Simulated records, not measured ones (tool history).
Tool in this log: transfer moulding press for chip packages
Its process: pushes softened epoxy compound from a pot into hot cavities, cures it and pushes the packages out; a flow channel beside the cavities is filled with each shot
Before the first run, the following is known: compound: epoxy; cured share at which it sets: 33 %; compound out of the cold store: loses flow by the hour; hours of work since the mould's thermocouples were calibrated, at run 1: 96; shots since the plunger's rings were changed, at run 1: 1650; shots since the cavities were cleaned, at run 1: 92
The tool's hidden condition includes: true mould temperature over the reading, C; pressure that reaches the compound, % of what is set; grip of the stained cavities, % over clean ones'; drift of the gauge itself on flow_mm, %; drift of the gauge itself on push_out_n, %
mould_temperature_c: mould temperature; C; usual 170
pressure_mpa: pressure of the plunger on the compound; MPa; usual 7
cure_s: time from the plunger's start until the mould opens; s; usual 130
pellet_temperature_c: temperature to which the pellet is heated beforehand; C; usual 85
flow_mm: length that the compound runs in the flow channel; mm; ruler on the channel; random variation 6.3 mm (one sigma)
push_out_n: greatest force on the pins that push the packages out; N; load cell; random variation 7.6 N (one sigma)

run     day  mould_temperature_c  pressure_mpa  cure_s  pellet_temperature_c  hours of work since the mould's thermocouples were calibrated  shots since the plunger's rings were changed  shots since the cavities were cleaned  incoming compound's hours out of the cold store  flow_mm  push_out_n
  1       0                  170             7     130                    85                                                             96                                          1650                                     92                                             43.1      830         325
  2    1.05                  170             7     130                    85                                                            110                                          1857                                    299                                             42.5      818         316
      2.362  -- cavities cleaned with cleaning compound and waxed
  3   2.362                  170             7     130                    85                                                            127                                          2105                                      0                                             31.9      853         324
  4   3.883                  173             7     130                    85                                                            148                                          2405                                    300                                             20.6      899         307
       5.15  -- cavities cleaned with cleaning compound and waxed
  5   5.396                  173             7     130                    85                                                            167                                          2691                                     48                                             24.9      881         291
  6   6.525                  173             7     130                    85                                                            183                                          2914                                    271                                               29      856         304
      7.975  -- cavities cleaned with cleaning compound and waxed
  7   8.446                  173             7     130                    85                                                            208                                          3281                                     93                                             39.2      830         289
  8   9.388                  173             7     130                    85                                                            220                                          3467                                    279                                             30.6      859         292
  9  10.388                  170             7     130                    85                                                            234                                          3665                                    477                                             29.1      872         334
     10.854  -- cavities cleaned with cleaning compound and waxed
 10  11.492                  170             7     130                    85                                                            248                                          3870                                    125                                             31.4      865         327
 11  12.312                  170             7     130                    85                                                            259                                          4032                                    287                                             30.1      869         319
     13.633  -- cavities cleaned with cleaning compound and waxed
 12  14.046                  170             7     130                    85                                                            282                                          4363                                     82                                             13.6      935         352
 13  15.671                  170             7     130                    85                                                            304                                          4684                                    403                                             44.1      813         323
     16.458  -- cavities cleaned with cleaning compound and waxed
 14  17.192                  170             7     130                    85                                                            323                                          4972                                    145                                             30.3      864         313
 15  18.504                  172          5.35     147                    84                                                            341                                          5230                                    403                                             31.5      746         279
     19.246  -- cavities cleaned with cleaning compound and waxed
     19.758  -- plunger's sealing rings changed
 16  19.854                  175             7     130                    92                                                            357                                            19                                     99                                             43.6      808         284
 17  21.596                  167          6.58     169                    82                                                            381                                           364                                    444                                             11.2      921         297
     22.133  -- cavities cleaned with cleaning compound and waxed
     22.521  -- mould's thermocouples calibrated
 18  22.767                  167           7.5     137                    82                                                              3                                           566                                    109                                             42.9      855         341
 19  24.479                  177           8.4     116                    94                                                             26                                           904                                    447                                             28.9      925         288
     24.988  -- cavities cleaned with cleaning compound and waxed
 20  25.792                  177           8.4     119                    77                                                             43                                          1151                                    159                                             47.4      856         282
 21  26.825                  177           8.4     119                    77                                                             57                                          1356                                    364                                             19.3      979         304
     27.888  -- cavities cleaned with cleaning compound and waxed
 22  28.467                  177           8.4     119                    77                                                             79                                          1667                                    114                                             30.7      917         307
 23  29.958                  170          6.29     130                    85                                                             99                                          1961                                    408                                             35.2      818         313
       30.7  -- cavities cleaned with cleaning compound and waxed
 24  31.275                  170          6.29     130                    85                                                            116                                          2209                                    113                                             46.8      751         315
 25  32.325                  170          6.29     130                    85                                                            130                                          2417                                    321                                             44.8      765         313
 26  33.112                  177             7     130                    89                                                            141                                          2573                                    477                                               13      921         296
     33.525  -- cavities cleaned with cleaning compound and waxed
 27  35.112                  177             7     130                    89                                                            167                                          2955                                    313                                             13.8      906         277
     36.362  -- cavities cleaned with cleaning compound and waxed
 28  36.788                  177             7     130                    89                                                            189                                          3274                                     84                                             22.8      872         280

Forecast each of these 4 alternatives for the next run:
  A  38.283                  164          6.79     130                    89                                                            209                                          3569                                    379                                               29        ?           ?
  B  38.283                  174             7     130                    76                                                            209                                          3569                                    379                                             46.2        ?           ?
  C  38.283                  170          8.43     130                    85                                                            209                                          3569                                    379                                             43.2        ?           ?
  D  38.283                  177             7     130                    88                                                            209                                          3569                                    379                                             33.1        ?           ?

run  flow_mm  push_out_n
  A      880         438
  B      783         293
  C      915         325
  D      829         286
With no hidden state in the tool, these same runs would have given:
run  flow_mm  push_out_n
  A      881         435
  B      783         291
  C      915         323
  D      829         284
